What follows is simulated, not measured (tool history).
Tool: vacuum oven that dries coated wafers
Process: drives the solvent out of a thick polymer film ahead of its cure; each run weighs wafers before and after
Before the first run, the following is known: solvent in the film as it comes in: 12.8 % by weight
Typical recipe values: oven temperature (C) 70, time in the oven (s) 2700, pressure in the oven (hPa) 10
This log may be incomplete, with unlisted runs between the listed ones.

run 1 hour=0 | oven_temperature_(C)=70 time_in_the_oven_(s)=2700 pressure_in_the_oven_(hPa)=10 | solvent_left_in_the_film_(%)=1.87
run 2 hour=9.8 | oven_temperature_(C)=56 time_in_the_oven_(s)=2700 pressure_in_the_oven_(hPa)=10 | solvent_left_in_the_film_(%)=6.06
run 3 hour=20.2 | oven_temperature_(C)=56 time_in_the_oven_(s)=2700 pressure_in_the_oven_(hPa)=10 | solvent_left_in_the_film_(%)=6.1
run 4 hour=28.7 | oven_temperature_(C)=56 time_in_the_oven_(s)=2700 pressure_in_the_oven_(hPa)=10 | solvent_left_in_the_film_(%)=6.05
run 5 hour=36.7 | oven_temperature_(C)=56 time_in_the_oven_(s)=2700 pressure_in_the_oven_(hPa)=10 | solvent_left_in_the_film_(%)=6.11
run 6 hour=46.7 | oven_temperature_(C)=70 time_in_the_oven_(s)=2700 pressure_in_the_oven_(hPa)=10 | solvent_left_in_the_film_(%)=1.85
run 7 hour=59 | oven_temperature_(C)=70 time_in_the_oven_(s)=2700 pressure_in_the_oven_(hPa)=10 | solvent_left_in_the_film_(%)=1.84
run 8 hour=68.1 | oven_temperature_(C)=70 time_in_the_oven_(s)=2700 pressure_in_the_oven_(hPa)=10 | solvent_left_in_the_film_(%)=1.85
run 9 hour=79.1 | oven_temperature_(C)=79 time_in_the_oven_(s)=3180 pressure_in_the_oven_(hPa)=19.8 | solvent_left_in_the_film_(%)=0.63
run 10 hour=87.1 | oven_temperature_(C)=70 time_in_the_oven_(s)=2700 pressure_in_the_oven_(hPa)=5.8 | solvent_left_in_the_film_(%)=1.76
run 11 hour=95.8 | oven_temperature_(C)=81 time_in_the_oven_(s)=1920 pressure_in_the_oven_(hPa)=26 | solvent_left_in_the_film_(%)=1.05
run 12 hour=109.1 | oven_temperature_(C)=70 time_in_the_oven_(s)=1500 pressure_in_the_oven_(hPa)=17.8 | solvent_left_in_the_film_(%)=4.08
run 13 hour=115.7 | oven_temperature_(C)=70 time_in_the_oven_(s)=1500 pressure_in_the_oven_(hPa)=17.8 | solvent_left_in_the_film_(%)=4.03
run 14 hour=125.1 | oven_temperature_(C)=70 time_in_the_oven_(s)=1500 pressure_in_the_oven_(hPa)=17.8 | solvent_left_in_the_film_(%)=4.08

The next listed run, before its measurement:
run 15 hour=134.9 | oven_temperature_(C)=80 time_in_the_oven_(s)=1500 pressure_in_the_oven_(hPa)=23.4 | solvent_left_in_the_film_(%)=?

{"run 15": {"solvent left in the film (%)": 1.6}}
Minus the tool's unlogged condition, the same run would have read solvent left in the film (%) 1.57.
